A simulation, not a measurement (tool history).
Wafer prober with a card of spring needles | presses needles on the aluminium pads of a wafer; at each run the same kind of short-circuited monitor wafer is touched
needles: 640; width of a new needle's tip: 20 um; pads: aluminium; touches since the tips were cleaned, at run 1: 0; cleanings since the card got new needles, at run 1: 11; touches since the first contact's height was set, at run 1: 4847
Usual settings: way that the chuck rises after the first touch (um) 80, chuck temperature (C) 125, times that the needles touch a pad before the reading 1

run	hour	way that the chuck rises after the first touch (um)	chuck temperature (C)	times that the needles touch a pad before the reading	touches since the tips were cleaned	cleanings since the card got new needles	touches since the first contact's height was set	resistance of one needle with its contact and lead (mohm)	way that a needle slides on the pad (um)
1	0	80	125	1	0	11	4847	297	19.726
2	13.3	80	125	1	2652	11	7499	381	19.716
3	26.4	80	125	1	5271	11	10118	408	19.738
# hour 33.6: tips cleaned on abrasive film
4	35.9	80	125	1	475	12	11992	323	19.705
5	46	80	125	1	2483	12	14000	362	19.698
6	55.8	80	125	1	4439	12	15956	402	19.719
# hour 67.2: tips cleaned on abrasive film
7	69.1	80	125	2	382	13	18574	302	19.7
# hour 70: height of the first contact set anew
8	80	80	125	1	2500	13	1988	378	19.689
9	86.7	61	30	2	3835	13	3323	392	15.017
10	92.3	61	31	3	4955	13	4443	341	14.999
11	99.2	68	43	1	6332	13	5820	454	16.734
# hour 100.9: tips cleaned on abrasive film
12	108.8	80	89	1	1571	14	7712	348	19.674
13	116.5	80	89	2	3094	14	9235	346	19.686
14	122.8	80	118	2	4349	14	10490	353	19.674
15	133.4	73	89	1	6479	14	12620	438	17.965
# hour 135: height of the first contact set anew, once more
# hour 135.1: tips cleaned on abrasive film
16	143.5	73	89	1	1673	15	1673	363	18.006

How the hidden state differs across the entries between the runs, from the last listed run before each to the first after it:
Between runs 3 and 4: tips cleaned on abrasive film (hour 33.6)
  debris on the tips, nm: 188.1 -> 47.9; way that the needles fall short of the set height, um: 0.05 -> 0.1; tips' diameter, um: 20.16 -> 20.18
  measured less the result without the state, resistance of one needle with its contact and lead (mohm): +121 -> +32; way that a needle slides on the pad (um): -0.012 -> -0.024
Between runs 6 and 7: tips cleaned on abrasive film (hour 67.2)
  debris on the tips, nm: 174.9 -> 45.8; way that the needles fall short of the set height, um: 0.1 -> 0.15; tips' diameter, um: 20.18 -> 20.2
  measured less the result without the state, resistance of one needle with its contact and lead (mohm): +114 -> +18; way that a needle slides on the pad (um): -0.024 -> -0.038
Between runs 7 and 8: height of the first contact set anew (hour 70)
  debris on the tips, nm: 45.8 -> 134.6; way that the needles fall short of the set height, um: 0.15 -> 0.17
  measured less the result without the state, resistance of one needle with its contact and lead (mohm): +18 -> +88; way that a needle slides on the pad (um): -0.038 -> -0.041
Between runs 11 and 12: tips cleaned on abrasive film (hour 100.9)
  debris on the tips, nm: 197.2 -> 99.5; way that the needles fall short of the set height, um: 0.17 -> 0.22; tips' diameter, um: 20.2 -> 20.22
  measured less the result without the state, resistance of one needle with its contact and lead (mohm): +191 -> +69; way that a needle slides on the pad (um): -0.041 -> -0.054
Between runs 15 and 16: height of the first contact set anew, once more (hour 135); tips cleaned on abrasive film (hour 135.1)
  debris on the tips, nm: 198 -> 106.7; way that the needles fall short of the set height, um: 0.22 -> 0.04; tips' diameter, um: 20.22 -> 20.23
  measured less the result without the state, resistance of one needle with its contact and lead (mohm): +160 -> +85; way that a needle slides on the pad (um): -0.054 -> -0.009

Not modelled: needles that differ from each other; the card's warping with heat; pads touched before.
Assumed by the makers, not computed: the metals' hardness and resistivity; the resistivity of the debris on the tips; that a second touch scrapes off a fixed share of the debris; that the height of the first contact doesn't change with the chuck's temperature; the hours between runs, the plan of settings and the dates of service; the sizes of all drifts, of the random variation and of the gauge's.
